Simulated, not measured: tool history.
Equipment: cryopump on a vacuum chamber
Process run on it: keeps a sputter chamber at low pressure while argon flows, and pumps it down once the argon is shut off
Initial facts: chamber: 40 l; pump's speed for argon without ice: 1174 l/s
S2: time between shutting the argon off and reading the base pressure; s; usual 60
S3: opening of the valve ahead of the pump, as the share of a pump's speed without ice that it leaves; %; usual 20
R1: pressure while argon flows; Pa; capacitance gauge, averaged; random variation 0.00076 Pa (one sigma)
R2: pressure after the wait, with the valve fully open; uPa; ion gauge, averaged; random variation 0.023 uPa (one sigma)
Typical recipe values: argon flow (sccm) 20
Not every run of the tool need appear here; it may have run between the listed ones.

Run 1, hour 0: usual settings. Result: R1 0.1518 Pa, R2 2.97 uPa.
Run 2, hour 28.8: usual settings. Result: R1 0.152 Pa, R2 3.03 uPa.
Run 3, hour 47.7: usual settings. Result: R1 0.1527 Pa, R2 3.16 uPa.
Run 4, hour 83.4: usual settings. Result: R1 0.1523 Pa, R2 3.28 uPa.
Run 5, hour 111.8: usual settings but S3 56 %. Result: R1 0.0599 Pa, R2 3.32 uPa.
Run 6, hour 144.2: usual settings. Result: R1 0.1531 Pa, R2 3.41 uPa.
Run 7, hour 171.7: usual settings. Result: R1 0.1531 Pa, R2 3.56 uPa.
Run 8, hour 202: usual settings but argon flow (sccm) 9. Result: R1 0.0697 Pa, R2 3.67 uPa.
Run 9, hour 229.1: usual settings but argon flow (sccm) 9. Result: R1 0.0693 Pa, R2 3.71 uPa.
Run 10, hour 263.9: usual settings but argon flow (sccm) 9. Result: R1 0.0702 Pa, R2 3.72 uPa.
Run 11, hour 291.4: usual settings but argon flow (sccm) 15. Result: R1 0.1162 Pa, R2 3.89 uPa.
Run 12, hour 317: usual settings but argon flow (sccm) 18, S2 200 s, S3 59 %. Result: R1 0.0551 Pa, R2 3.6 uPa.
Run 13, hour 340.8: usual settings but argon flow (sccm) 18, S2 200 s, S3 59 %. Result: R1 0.056 Pa, R2 3.78 uPa.
Run 14, hour 359: usual settings but S3 32 %. Result: R1 0.1026 Pa, R2 4.31 uPa.
At hour 400.7: pump warmed up, emptied and cooled again.
Run 15, hour 400.7: usual settings but argon flow (sccm) 30, S3 30 %. Result: R1 0.1444 Pa, R2 3.18 uPa.
Run 16, hour 429.8: usual settings but argon flow (sccm) 30, S3 30 %. Result: R1 0.1449 Pa, R2 3.3 uPa.
Run 17, hour 457.9: usual settings but argon flow (sccm) 22, S2 227 s, S3 45 %. Result: R1 0.0714 Pa, R2 2.91 uPa.
Run 18, hour 493.8: usual settings but argon flow (sccm) 22, S2 227 s, S3 45 %. Result: R1 0.0726 Pa, R2 2.91 uPa.
Run 19, hour 522: usual settings but argon flow (sccm) 8, S2 59 s, S3 29 %. Result: R1 0.0404 Pa, R2 3.43 uPa.
Run 20, hour 548.8: usual settings but argon flow (sccm) 38, S2 59 s, S3 25 %. Result: R1 0.2217 Pa, R2 3.46 uPa.
Run 21, hour 584.7: usual settings but argon flow (sccm) 33, S2 135 s, S3 26 %. Result: R1 0.1858 Pa, R2 3.29 uPa.

Branching from run 21: 3 alternative next runs. What would each branch give?
Run A, hour 614.9: usual settings but argon flow (sccm) 33, S2 98 s, S3 32 %. Result: R1 ?, R2 ?.
Run B, hour 614.9: usual settings but argon flow (sccm) 17. Result: R1 ?, R2 ?.
Run C, hour 614.9: usual settings but argon flow (sccm) 21, S2 152 s. Result: R1 ?, R2 ?.

run      R1    R2
  A  0.1531  3.48
  B  0.1245  3.69
  C  0.1531  3.37
With no hidden state in the tool, these same runs would have given:
run      R1    R2
  A  0.1492  0.57
  B  0.1225  0.81
  C  0.1506  0.47
